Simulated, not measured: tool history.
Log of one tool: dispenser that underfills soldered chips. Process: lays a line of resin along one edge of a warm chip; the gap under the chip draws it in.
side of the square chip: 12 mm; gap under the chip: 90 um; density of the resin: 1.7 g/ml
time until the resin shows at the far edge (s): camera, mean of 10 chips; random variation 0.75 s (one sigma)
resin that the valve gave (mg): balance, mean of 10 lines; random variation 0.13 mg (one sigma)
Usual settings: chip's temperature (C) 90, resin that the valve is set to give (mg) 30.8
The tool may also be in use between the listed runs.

run   hour  chip's temperature (C)  resin that the valve is set to give (mg)  time until the resin shows at the far edge (s)  resin that the valve gave (mg)
  1    0.0                      90                                      30.8                                           125.4                           27.89
  2    4.4                      90                                      30.8                                           156.4                           27.97
       5.1  -- new syringe of resin
  3    7.1                      90                                      30.8                                            74.4                           28.14
  4   10.3                      90                                      39.2                                            81.6                           35.65
  5   15.3                      90                                      30.8                                           110.7                           27.62
  6   17.7                      90                                      30.8                                           122.6                           27.73
  7   22.4                      90                                      30.8                                           151.4                           27.59
      23.4  -- new syringe of resin
  8   27.8                      90                                      30.8                                            85.6                           27.59
  9   30.7                      90                                      30.8                                            99.0                           27.73
 10   34.9                      87                                      30.8                                           138.9                           27.44
 11   37.9                      87                                      30.8                                           160.7                           27.27
      41.8  -- new syringe of resin
 12   43.2                     103                                      30.8                                            40.2                           27.37
 13   46.7                     103                                      30.8                                            47.8                           27.40
 14   50.0                     103                                      30.8                                            56.1                           27.05
 15   55.0                     103                                      30.8                                            68.9                           27.09
 16   57.3                     103                                      30.8                                            79.2                           27.11
      60.0  -- new syringe of resin
 17   60.0                     103                                      30.8                                            37.5                           27.22
 18   62.4                     103                                      30.8                                            42.1                           27.09
 19   65.3                     103                                      30.8                                            48.8                           26.92
 20   67.8                      90                                      30.0                                           101.0                           26.44
 21   70.7                      92                                      35.7                                            98.1                           30.94
 22   75.0                      96                                      36.5                                           101.9                           31.62
      78.1  -- new syringe of resin
 23   78.3                      90                                      27.8                                            72.5                           24.16
 24   82.5                      82                                      34.9                                           120.8                           30.29
 25   86.1                      82                                      34.9                                           145.6                           30.15
      89.4  -- dispensing valve cleaned and set on the balance
 26   89.7                      98                                      27.1                                            77.6                           27.07
 27   92.6                      94                                      27.1                                           106.4                           26.92
 28   96.2                     100                                      27.1                                            94.8                           27.11
      97.2  -- new syringe of resin
 29   98.8                      95                                      28.9                                            57.8                           28.67
 30  101.2                      95                                      31.5                                            64.5                           31.29
 31  103.4                      86                                      31.5                                           110.6                           31.02
 32  105.4                      86                                      31.5                                           119.8                           31.32
 33  108.5                      86                                      31.5                                           135.0                           31.20
 34  111.7                      86                                      31.5                                           154.3                           31.28
     115.5  -- new syringe of resin
 35  115.8                      86                                      31.5                                            82.5                           31.08
 36  118.1                      86                                      31.5                                            89.3                           31.15

Forecast each of these 5 alternatives for the next run:
  A  122.4                      86                                      36.7                                               ?                               ?
  B  122.4                      89                                      30.8                                               ?                               ?
  C  122.4                      80                                      36.1                                               ?                               ?
  D  122.4                      78                                      30.8                                               ?                               ?
  E  122.4                      79                                      31.5                                               ?                               ?

run  time until the resin shows at the far edge (s)  resin that the valve gave (mg)
  A                                           108.1                           36.26
  B                                            96.6                           30.42
  C                                           143.4                           35.43
  D                                           165.8                           30.31
  E                                           153.3                           30.82
Without the tool's hidden state the same runs would have given:
run  time until the resin shows at the far edge (s)  resin that the valve gave (mg)
  A                                            82.3                           36.89
  B                                            73.4                           30.95
  C                                           109.4                           36.05
  D                                           126.2                           30.84
  E                                           116.7                           31.36
